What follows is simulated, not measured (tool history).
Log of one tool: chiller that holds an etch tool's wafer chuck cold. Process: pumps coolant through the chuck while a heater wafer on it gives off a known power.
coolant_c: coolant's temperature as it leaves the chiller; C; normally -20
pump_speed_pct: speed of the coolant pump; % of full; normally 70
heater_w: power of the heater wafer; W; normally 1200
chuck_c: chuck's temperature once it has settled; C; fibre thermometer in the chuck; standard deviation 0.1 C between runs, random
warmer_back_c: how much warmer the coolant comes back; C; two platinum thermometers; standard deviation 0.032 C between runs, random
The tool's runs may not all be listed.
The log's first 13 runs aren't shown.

run,hour,coolant_c,pump_speed_pct,heater_w,hours since the coolant was changed and the channels were flushed,hours since the pump was overhauled,hours since the chiller's thermometer was calibrated,chuck_c,warmer_back_c
# hour 535.2: coolant changed, channels flushed
14,551.7,-20,70,1200,17,1624,3518,-10.9,4.13
15,597.6,-18,70,1200,62,1670,3563,-8.9,4.12
16,652.6,-18,70,1200,117,1725,3618,-8.7,4.14
17,693.1,-28,70,1200,158,1765,3659,-18.8,4.18
18,728.9,-20,100,915,194,1801,3695,-14.4,2.19
19,757.9,-20,70,847,223,1830,3724,-13.5,2.94
20,811.5,-27,63,741,276,1884,3777,-20.6,2.86
21,857.4,-20,61,885,322,1930,3823,-12.4,3.56
22,912.9,-20,61,885,378,1985,3879,-12.2,3.53
23,968.6,-25,62,1200,433,2041,3934,-14.6,4.73
24,1027.4,-25,62,1200,492,2100,3993,-14.9,4.77
25,1072.4,-24,87,1009,537,2145,4038,-17.2,2.76
26,1124.2,-24,69,1233,589,2197,4090,-14.2,4.39
27,1148,-11,69,1233,613,2220,4114,-1.2,4.36
28,1183.8,-14,69,1233,649,2256,4150,-4.3,4.39
29,1226.7,-12,69,988,692,2299,4192,-3.9,3.5
30,1270.7,-20,87,695,736,2343,4236,-15.1,1.94
31,1315.8,-19,88,1390,781,2388,4282,-9.9,3.81

What if the next run were any one of these 4? Each begins from the tool's condition after run 31:
A,1362.8,-18,61,1154,828,2435,4329,?,?
B,1362.8,-15,72,1190,828,2435,4329,?,?
C,1362.8,-20,62,1200,828,2435,4329,?,?
D,1362.8,-11,87,1460,828,2435,4329,?,?

run,chuck_c,warmer_back_c
A,-8,4.69
B,-5.7,4.03
C,-9.6,4.82
D,-1.2,4.05
With no hidden state in the tool, these same runs would have given:
run,chuck_c,warmer_back_c
A,-8.9,4.54
B,-6.5,3.89
C,-10.6,4.65
D,-2.1,3.91
